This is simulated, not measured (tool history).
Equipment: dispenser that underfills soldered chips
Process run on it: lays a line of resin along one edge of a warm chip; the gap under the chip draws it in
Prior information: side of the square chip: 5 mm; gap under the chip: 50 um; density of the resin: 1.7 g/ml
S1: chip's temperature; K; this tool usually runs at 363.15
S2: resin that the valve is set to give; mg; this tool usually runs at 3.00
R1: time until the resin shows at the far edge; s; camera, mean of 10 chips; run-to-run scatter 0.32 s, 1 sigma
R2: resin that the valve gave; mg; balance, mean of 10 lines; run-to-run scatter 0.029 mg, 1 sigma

| run | day | S1 | S2 | R1 | R2 |
|---|---|---|---|---|---|
| 1 | 0.000 | 363.15 | 3.00 | 29.0 | 3.01 |
|  | 0.033 | new syringe of resin |
| 2 | 0.312 | 354.15 | 3.00 | 24.3 | 2.97 |
| 3 | 0.692 | 354.15 | 3.00 | 39.3 | 2.98 |
|  | 0.754 | new syringe of resin |
| 4 | 0.908 | 354.15 | 3.00 | 20.5 | 2.95 |
| 5 | 1.212 | 354.15 | 3.00 | 30.2 | 2.96 |
| 6 | 1.371 | 354.15 | 3.00 | 36.3 | 2.93 |
|  | 1.467 | new syringe of resin |
| 7 | 1.567 | 354.15 | 3.00 | 19.9 | 2.94 |
| 8 | 1.725 | 365.15 | 3.00 | 16.5 | 2.83 |
| 9 | 1.933 | 365.15 | 3.00 | 20.9 | 2.90 |
| 10 | 2.121 | 365.15 | 3.00 | 26.6 | 2.88 |
|  | 2.171 | new syringe of resin |
| 11 | 2.496 | 356.15 | 3.00 | 23.7 | 2.90 |
| 12 | 2.696 | 356.15 | 3.00 | 31.3 | 2.89 |
|  | 2.892 | new syringe of resin |
| 13 | 2.988 | 363.15 | 2.74 | 13.6 | 2.67 |
| 14 | 3.279 | 363.15 | 3.71 | 19.4 | 3.53 |
| 15 | 3.512 | 363.15 | 3.07 | 27.0 | 2.91 |
|  | 3.608 | new syringe of resin |
| 16 | 3.708 | 367.15 | 3.00 | 13.0 | 2.84 |
| 17 | 3.992 | 367.15 | 3.00 | 18.5 | 2.82 |
| 18 | 4.267 | 363.15 | 3.00 | 29.3 | 2.82 |
|  | 4.317 | new syringe of resin |
| 19 | 4.600 | 354.15 | 2.53 | 26.8 | 2.35 |
| 20 | 4.762 | 353.15 | 3.64 | 30.9 | 3.37 |
|  | 5.017 | new syringe of resin |
| 21 | 5.050 | 353.15 | 3.45 | 18.7 | 3.20 |
| 22 | 5.250 | 365.15 | 2.89 | 16.7 | 2.64 |
| 23 | 5.475 | 363.15 | 3.27 | 23.4 | 3.04 |
| 24 | 5.683 | 363.15 | 3.27 | 29.6 | 2.99 |
|  | 5.729 | new syringe of resin |
| 25 | 5.875 | 363.15 | 3.27 | 14.8 | 2.99 |
| 26 | 6.146 | 350.15 | 3.47 | 32.9 | 3.12 |
|  | 6.446 | new syringe of resin |
| 27 | 6.483 | 348.15 | 3.41 | 22.5 | 3.07 |
| 28 | 6.862 | 363.15 | 3.22 | 21.4 | 2.84 |
| 29 | 7.042 | 370.15 | 3.36 | 20.3 | 2.95 |
|  | 7.150 | new syringe of resin |
| 30 | 7.250 | 365.15 | 3.46 | 13.2 | 3.00 |
|  | 7.438 | dispensing valve cleaned and set on the balance |
| 31 | 7.638 | 373.15 | 3.25 | 15.3 | 3.23 |
|  | 7.892 | new syringe of resin |
| 32 | 7.892 | 354.15 | 3.27 | 17.4 | 3.21 |
| 33 | 8.233 | 367.15 | 3.23 | 16.6 | 3.19 |
| 34 | 8.412 | 358.15 | 3.49 | 28.6 | 3.47 |
|  | 8.596 | new syringe of resin |
| 35 | 8.721 | 358.15 | 3.49 | 16.9 | 3.39 |

Below, some changes in R1 between adjacent runs. For each, the amount present without the hidden state too (settings, incoming material, random variation) and the amount remaining for the hidden state with gauge scatter not shared by both compared results:
Hidden state present: resin's viscosity, % of fresh resin's; dose that the valve gives, % of what is set; true chip temperature over the reading, C; drift of the gauge itself on fill_s, %; drift of the gauge itself on given_mg, %.
Run 2 -> 3: settings left as they were, no log entry in between. R1 +15.0 s: hidden state +14.9, all else +0.1.
Run 3 -> 4: new syringe of resin. R1 -18.8 s: hidden state -18.6, all else -0.2.
Run 6 -> 7: new syringe of resin. R1 -16.4 s: hidden state -16.8, all else +0.4.
Run 12 -> 13: S1 356.15 -> 363.15, S2 3.00 -> 2.74, new syringe of resin. R1 -17.7 s: hidden state -13.1, all else -4.6.
Run 25 -> 26: S1 363.15 -> 350.15, S2 3.27 -> 3.47. R1 +18.1 s: hidden state +11.1, all else +7.0.
